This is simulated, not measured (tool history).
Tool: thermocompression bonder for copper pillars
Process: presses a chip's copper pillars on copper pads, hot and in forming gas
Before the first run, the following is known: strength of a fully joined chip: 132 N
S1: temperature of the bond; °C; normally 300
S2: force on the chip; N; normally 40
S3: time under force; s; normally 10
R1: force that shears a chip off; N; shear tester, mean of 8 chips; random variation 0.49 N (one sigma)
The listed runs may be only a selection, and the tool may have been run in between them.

Run 1, hour 0.0: usual settings. Result: R1 86.0 N.
Run 2, hour 23.2: usual settings but S1 315 °C. Result: R1 96.8 N.
Run 3, hour 48.2: usual settings but S1 315 °C. Result: R1 97.3 N.
Run 4, hour 90.5: usual settings but S1 283 °C. Result: R1 71.4 N.
Run 5, hour 120.7: usual settings but S1 283 °C. Result: R1 72.4 N.
Run 6, hour 147.2: usual settings but S1 283 °C. Result: R1 72.4 N.
Run 7, hour 177.9: usual settings. Result: R1 84.7 N.
Run 8, hour 225.6: usual settings but S3 12 s. Result: R1 88.5 N.
Run 9, hour 256.1: usual settings but S3 12 s. Result: R1 88.4 N.
Run 10, hour 282.8: usual settings but S3 12 s. Result: R1 89.2 N.
At hour 286.9: forming gas filter changed.
Run 11, hour 324.3: usual settings but S3 12 s. Result: R1 97.2 N.
Run 12, hour 354.3: usual settings. Result: R1 92.4 N.
Run 13, hour 393.1: usual settings. Result: R1 91.9 N.
Run 14, hour 432.1: usual settings. Result: R1 91.6 N.
At hour 437.1: heater calibrated with a thermocouple chip.
Run 15, hour 479.1: usual settings. Result: R1 92.2 N.
Run 16, hour 506.5: usual settings. Result: R1 91.7 N.
Run 17, hour 550.4: usual settings. Result: R1 92.1 N.
Run 18, hour 577.3: usual settings. Result: R1 92.5 N.
Run 19, hour 599.4: usual settings but S2 33 N. Result: R1 83.0 N.
Run 20, hour 632.2: usual settings but S2 33 N. Result: R1 83.1 N.
At hour 647.4: heater calibrated with a thermocouple chip, once more.
Run 21, hour 670.6: usual settings but S1 322 °C, S2 35 N, S3 17 s. Result: R1 105.9 N.
Run 22, hour 694.8: usual settings but S1 329 °C, S2 53 N, S3 12 s. Result: R1 115.3 N.
Run 23, hour 738.4: usual settings but S1 280 °C, S3 30 s. Result: R1 92.7 N.
Run 24, hour 766.3: usual settings but S1 272 °C, S2 47 N. Result: R1 68.2 N.
Run 25, hour 802.7: usual settings but S1 272 °C, S2 47 N. Result: R1 67.9 N.
Run 26, hour 825.4: usual settings but S1 316 °C, S3 16 s. Result: R1 104.5 N.
Run 27, hour 844.6: usual settings but S1 284 °C. Result: R1 70.6 N.
Run 28, hour 890.5: usual settings but S1 291 °C, S2 39 N, S3 12 s. Result: R1 79.7 N.
Run 29, hour 932.2: usual settings but S1 291 °C, S2 30 N, S3 12 s. Result: R1 67.8 N.
At hour 972.9: forming gas filter changed.
Run 30, hour 980.4: usual settings but S2 28 N, S3 11 s. Result: R1 75.1 N.
Run 31, hour 1021.5: usual settings but S2 28 N, S3 11 s. Result: R1 76.3 N.
Run 32, hour 1049.6: usual settings but S1 330 °C, S2 28 N, S3 13 s. Result: R1 103.6 N.
Run 33, hour 1068.8: usual settings but S1 330 °C, S2 28 N, S3 13 s. Result: R1 103.2 N.
Run 34, hour 1091.1: usual settings but S2 52 N, S3 29 s. Result: R1 121.2 N.
Run 35, hour 1126.8: usual settings but S1 313 °C. Result: R1 100.0 N.
Run 36, hour 1173.2: usual settings but S1 301 °C, S2 59 N, S3 7 s. Result: R1 98.8 N.
Run 37, hour 1214.2: usual settings but S1 274 °C, S2 45 N, S3 14 s. Result: R1 81.1 N.
Run 38, hour 1247.0: usual settings but S1 305 °C, S2 59 N. Result: R1 108.6 N.
Run 39, hour 1284.9: usual settings but S2 25 N, S3 12 s. Result: R1 71.4 N.
Run 40, hour 1314.2: usual settings but S1 301 °C, S2 31 N. Result: R1 77.3 N.

Predict each of these 4 candidate next runs independently; none follows another, all start after run 40:
Run A, hour 1338.6: usual settings but S1 291 °C, S2 24 N, S3 22 s. Result: R1 ?.
Run B, hour 1338.6: usual settings but S2 52 N, S3 6 s. Result: R1 ?.
Run C, hour 1338.6: usual settings but S1 287 °C. Result: R1 ?.
Run D, hour 1338.6: usual settings but S3 13 s. Result: R1 ?.

run    R1
  A  76.4
  B  88.1
  C  77.8
  D  94.0
With no hidden state in the tool, these same runs would have given:
run    R1
  A  75.6
  B  88.0
  C  77.0
  D  94.3
